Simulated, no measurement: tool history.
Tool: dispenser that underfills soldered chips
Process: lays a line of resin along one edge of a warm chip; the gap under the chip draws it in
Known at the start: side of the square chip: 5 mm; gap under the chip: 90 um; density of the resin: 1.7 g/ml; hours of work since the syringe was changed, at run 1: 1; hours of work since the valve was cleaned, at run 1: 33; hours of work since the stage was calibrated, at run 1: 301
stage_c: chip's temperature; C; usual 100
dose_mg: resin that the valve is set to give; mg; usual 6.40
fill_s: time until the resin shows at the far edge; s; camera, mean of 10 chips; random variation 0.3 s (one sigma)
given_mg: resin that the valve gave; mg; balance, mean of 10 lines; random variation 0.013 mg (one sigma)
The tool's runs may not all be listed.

run,hour,stage_c,dose_mg,hours of work since the syringe was changed,hours of work since the valve was cleaned,hours of work since the stage was calibrated,fill_s,given_mg
1,0.0,100,6.40,1,33,301,5.4,6.30
2,9.3,100,6.40,7,40,307,7.3,6.27
# hour 15.8: new syringe of resin
# hour 16.8: dispensing valve cleaned and set on the balance
# hour 19.5: stage's temperature calibrated
3,25.2,100,6.40,5,5,4,7.0,6.40
# hour 35.2: new syringe of resin
4,39.8,100,6.40,3,16,14,6.0,6.40
# hour 52.0: new syringe of resin
5,52.0,100,6.40,0,24,23,5.2,6.33
6,61.1,100,5.91,7,31,30,6.8,5.82
# hour 68.7: new syringe of resin
7,72.7,90,6.40,3,39,38,8.0,6.28
# hour 81.7: dispensing valve cleaned and set on the balance
8,81.7,90,6.40,9,0,44,10.3,6.39
# hour 86.7: new syringe of resin
9,88.4,100,7.01,1,5,48,5.7,7.01
10,102.2,100,7.01,11,15,58,8.1,6.96
# hour 103.4: new syringe of resin
11,116.9,100,7.06,10,25,69,7.5,6.99
# hour 121.0: new syringe of resin
12,127.1,86,6.40,4,32,76,10.1,6.32
13,135.1,101,6.40,10,38,82,7.7,6.29
# hour 138.1: new syringe of resin
# hour 145.4: dispensing valve cleaned and set on the balance
14,146.6,101,6.40,5,1,89,6.4,6.39
15,153.1,101,6.40,10,6,94,7.7,6.38
# hour 156.3: new syringe of resin
16,163.2,100,6.40,5,13,101,6.6,6.37
17,172.3,100,6.40,12,19,107,8.4,6.34
# hour 173.4: new syringe of resin
18,178.7,100,6.40,4,24,112,6.3,6.32
19,187.3,100,6.40,10,30,118,8.3,6.31
# hour 191.1: new syringe of resin
20,199.1,90,5.71,6,38,126,9.1,5.59
21,207.0,90,5.71,11,44,132,11.8,5.60
# hour 208.5: new syringe of resin
# hour 209.5: dispensing valve cleaned and set on the balance
22,216.7,92,6.40,5,5,138,8.6,6.41
# hour 226.5: new syringe of resin
23,230.0,100,6.40,3,15,147,6.1,6.37
24,239.5,94,5.92,9,21,154,9.5,5.88
# hour 243.5: new syringe of resin
25,252.6,104,5.58,7,31,163,6.4,5.52
# hour 260.2: new syringe of resin
26,264.6,91,7.36,3,39,172,8.5,7.25
# hour 272.8: dispensing valve cleaned and set on the balance
# hour 278.4: new syringe of resin
27,279.7,93,7.30,1,5,182,7.6,7.30
28,291.6,92,8.13,10,13,190,10.2,8.09
# hour 295.3: new syringe of resin
29,298.1,92,8.13,2,18,195,8.0,8.07
30,311.3,92,8.13,12,27,205,10.7,8.00
# hour 312.9: new syringe of resin
31,322.7,108,7.02,7,35,213,5.6,6.90
# hour 329.6: new syringe of resin
32,331.3,88,5.41,1,41,219,8.9,5.29
# hour 336.8: dispensing valve cleaned and set on the balance
33,342.2,88,5.41,8,4,226,11.3,5.40
# hour 347.7: new syringe of resin
34,350.9,103,8.22,2,10,232,5.2,8.18
35,360.0,103,8.22,9,17,238,6.7,8.12
# hour 365.5: new syringe of resin
36,372.7,109,8.22,5,26,247,4.7,8.11

How the hidden state differs across the entries between the runs, from the last listed run before each to the first after it:
Between runs 2 and 3: new syringe of resin (hour 15.8); dispensing valve cleaned and set on the balance (hour 16.8); stage's temperature calibrated (hour 19.5)
  resin's viscosity, % of fresh resin's: 130.3 -> 120.2; dose that the valve gives, % of what is set: 98.03 -> 99.96; true chip temperature over the reading, C: -1.6 -> -0.09
  measured less the result without the state, fill_s: +2.0 -> +1.1 s; given_mg: -0.12 -> +0.00 mg
Between runs 3 and 4: new syringe of resin (hour 35.2)
  resin's viscosity, % of fresh resin's: 120.2 -> 112.7; dose that the valve gives, % of what is set: 99.96 -> 99.47; true chip temperature over the reading, C: -0.09 -> -0.15
  measured less the result without the state, fill_s: +1.1 -> +0.7 s; given_mg: +0.00 -> -0.04 mg
Between runs 4 and 5: new syringe of resin (hour 52.0)
  resin's viscosity, % of fresh resin's: 112.7 -> 100.2; dose that the valve gives, % of what is set: 99.47 -> 99.05; true chip temperature over the reading, C: -0.15 -> -0.2
  measured less the result without the state, fill_s: +0.7 -> +0.0 s; given_mg: -0.04 -> -0.06 mg
Between runs 6 and 7: new syringe of resin (hour 68.7)
  resin's viscosity, % of fresh resin's: 126.8 -> 111.4; dose that the valve gives, % of what is set: 98.72 -> 98.31; true chip temperature over the reading, C: -0.24 -> -0.28
  measured less the result without the state, fill_s: +1.5 -> +0.9 s; given_mg: -0.07 -> -0.11 mg
Between runs 7 and 8: dispensing valve cleaned and set on the balance (hour 81.7)
  resin's viscosity, % of fresh resin's: 111.4 -> 136.8; dose that the valve gives, % of what is set: 98.31 -> 100.18; true chip temperature over the reading, C: -0.28 -> -0.31
  measured less the result without the state, fill_s: +0.9 -> +2.8 s; given_mg: -0.11 -> +0.01 mg
Between runs 8 and 9: new syringe of resin (hour 86.7)
  resin's viscosity, % of fresh resin's: 136.8 -> 105.3; dose that the valve gives, % of what is set: 100.18 -> 99.93; true chip temperature over the reading, C: -0.31 -> -0.34
  measured less the result without the state, fill_s: +2.8 -> +0.3 s; given_mg: +0.01 -> -0.01 mg
Between runs 10 and 11: new syringe of resin (hour 103.4)
  resin's viscosity, % of fresh resin's: 150 -> 141.6; dose that the valve gives, % of what is set: 99.43 -> 98.95; true chip temperature over the reading, C: -0.39 -> -0.45
  measured less the result without the state, fill_s: +2.7 -> +2.2 s; given_mg: -0.05 -> -0.07 mg
Between runs 11 and 12: new syringe of resin (hour 121.0)
  resin's viscosity, % of fresh resin's: 141.6 -> 116.6; dose that the valve gives, % of what is set: 98.95 -> 98.61; true chip temperature over the reading, C: -0.45 -> -0.48
  measured less the result without the state, fill_s: +2.2 -> +1.6 s; given_mg: -0.07 -> -0.09 mg
Between runs 13 and 14: new syringe of resin (hour 138.1); dispensing valve cleaned and set on the balance (hour 145.4)
  resin's viscosity, % of fresh resin's: 143.3 -> 121.4; dose that the valve gives, % of what is set: 98.31 -> 99.76; true chip temperature over the reading, C: -0.51 -> -0.55
  measured less the result without the state, fill_s: +2.4 -> +1.2 s; given_mg: -0.11 -> -0.01 mg
Between runs 15 and 16: new syringe of resin (hour 156.3)
  resin's viscosity, % of fresh resin's: 143.3 -> 117.7; dose that the valve gives, % of what is set: 99.55 -> 99.22; true chip temperature over the reading, C: -0.58 -> -0.61
  measured less the result without the state, fill_s: +2.4 -> +1.1 s; given_mg: -0.03 -> -0.05 mg
Between runs 17 and 18: new syringe of resin (hour 173.4)
  resin's viscosity, % of fresh resin's: 148.5 -> 113.5; dose that the valve gives, % of what is set: 98.89 -> 98.69; true chip temperature over the reading, C: -0.65 -> -0.67
  measured less the result without the state, fill_s: +2.8 -> +0.8 s; given_mg: -0.08 -> -0.08 mg
Between runs 19 and 20: new syringe of resin (hour 191.1)
  resin's viscosity, % of fresh resin's: 141.7 -> 123.4; dose that the valve gives, % of what is set: 98.41 -> 98.01; true chip temperature over the reading, C: -0.71 -> -0.76
  measured less the result without the state, fill_s: +2.4 -> +2.0 s; given_mg: -0.10 -> -0.12 mg
Between runs 21 and 22: new syringe of resin (hour 208.5); dispensing valve cleaned and set on the balance (hour 209.5)
  resin's viscosity, % of fresh resin's: 151.1 -> 117.3; dose that the valve gives, % of what is set: 97.72 -> 100.08; true chip temperature over the reading, C: -0.79 -> -0.82
  measured less the result without the state, fill_s: +4.1 -> +1.4 s; given_mg: -0.13 -> +0.01 mg
Between runs 22 and 23: new syringe of resin (hour 226.5)
  resin's viscosity, % of fresh resin's: 117.3 -> 111; dose that the valve gives, % of what is set: 100.08 -> 99.63; true chip temperature over the reading, C: -0.82 -> -0.87
  measured less the result without the state, fill_s: +1.4 -> +0.8 s; given_mg: +0.01 -> -0.02 mg
Between runs 24 and 25: new syringe of resin (hour 243.5)
  resin's viscosity, % of fresh resin's: 141.7 -> 126.1; dose that the valve gives, % of what is set: 99.32 -> 98.87; true chip temperature over the reading, C: -0.9 -> -0.96
  measured less the result without the state, fill_s: +3.0 -> +1.5 s; given_mg: -0.04 -> -0.06 mg
Between runs 25 and 26: new syringe of resin (hour 260.2)
  resin's viscosity, % of fresh resin's: 126.1 -> 113.8; dose that the valve gives, % of what is set: 98.87 -> 98.47; true chip temperature over the reading, C: -0.96 -> -1
  measured less the result without the state, fill_s: +1.5 -> +1.3 s; given_mg: -0.06 -> -0.11 mg
Between runs 26 and 27: dispensing valve cleaned and set on the balance (hour 272.8); new syringe of resin (hour 278.4)
  resin's viscosity, % of fresh resin's: 113.8 -> 104.4; dose that the valve gives, % of what is set: 98.47 -> 99.81; true chip temperature over the reading, C: -1 -> -1.06
  measured less the result without the state, fill_s: +1.3 -> +0.5 s; given_mg: -0.11 -> -0.01 mg
Between runs 28 and 29: new syringe of resin (hour 295.3)
  resin's viscosity, % of fresh resin's: 141.3 -> 108; dose that the valve gives, % of what is set: 99.42 -> 99.2; true chip temperature over the reading, C: -1.11 -> -1.13
  measured less the result without the state, fill_s: +3.2 -> +0.8 s; given_mg: -0.05 -> -0.07 mg
Between runs 30 and 31: new syringe of resin (hour 312.9)
  resin's viscosity, % of fresh resin's: 151.5 -> 129.5; dose that the valve gives, % of what is set: 98.73 -> 98.36; true chip temperature over the reading, C: -1.18 -> -1.22
  measured less the result without the state, fill_s: +3.9 -> +1.4 s; given_mg: -0.11 -> -0.12 mg
Between runs 31 and 32: new syringe of resin (hour 329.6)
  resin's viscosity, % of fresh resin's: 129.5 -> 105.1; dose that the valve gives, % of what is set: 98.36 -> 98.07; true chip temperature over the reading, C: -1.22 -> -1.26
  measured less the result without the state, fill_s: +1.4 -> +0.8 s; given_mg: -0.12 -> -0.10 mg
Between runs 32 and 33: dispensing valve cleaned and set on the balance (hour 336.8)
  resin's viscosity, % of fresh resin's: 105.1 -> 135.4; dose that the valve gives, % of what is set: 98.07 -> 99.75; true chip temperature over the reading, C: -1.26 -> -1.3
  measured less the result without the state, fill_s: +0.8 -> +3.3 s; given_mg: -0.10 -> -0.01 mg
Between runs 33 and 34: new syringe of resin (hour 347.7)
  resin's viscosity, % of fresh resin's: 135.4 -> 110.3; dose that the valve gives, % of what is set: 99.75 -> 99.45; true chip temperature over the reading, C: -1.3 -> -1.33
  measured less the result without the state, fill_s: +3.3 -> +0.7 s; given_mg: -0.01 -> -0.05 mg
Between runs 35 and 36: new syringe of resin (hour 365.5)
  resin's viscosity, % of fresh resin's: 139.2 -> 120.1; dose that the valve gives, % of what is set: 99.12 -> 98.71; true chip temperature over the reading, C: -1.37 -> -1.42
  measured less the result without the state, fill_s: +2.2 -> +1.0 s; given_mg: -0.07 -> -0.11 mg
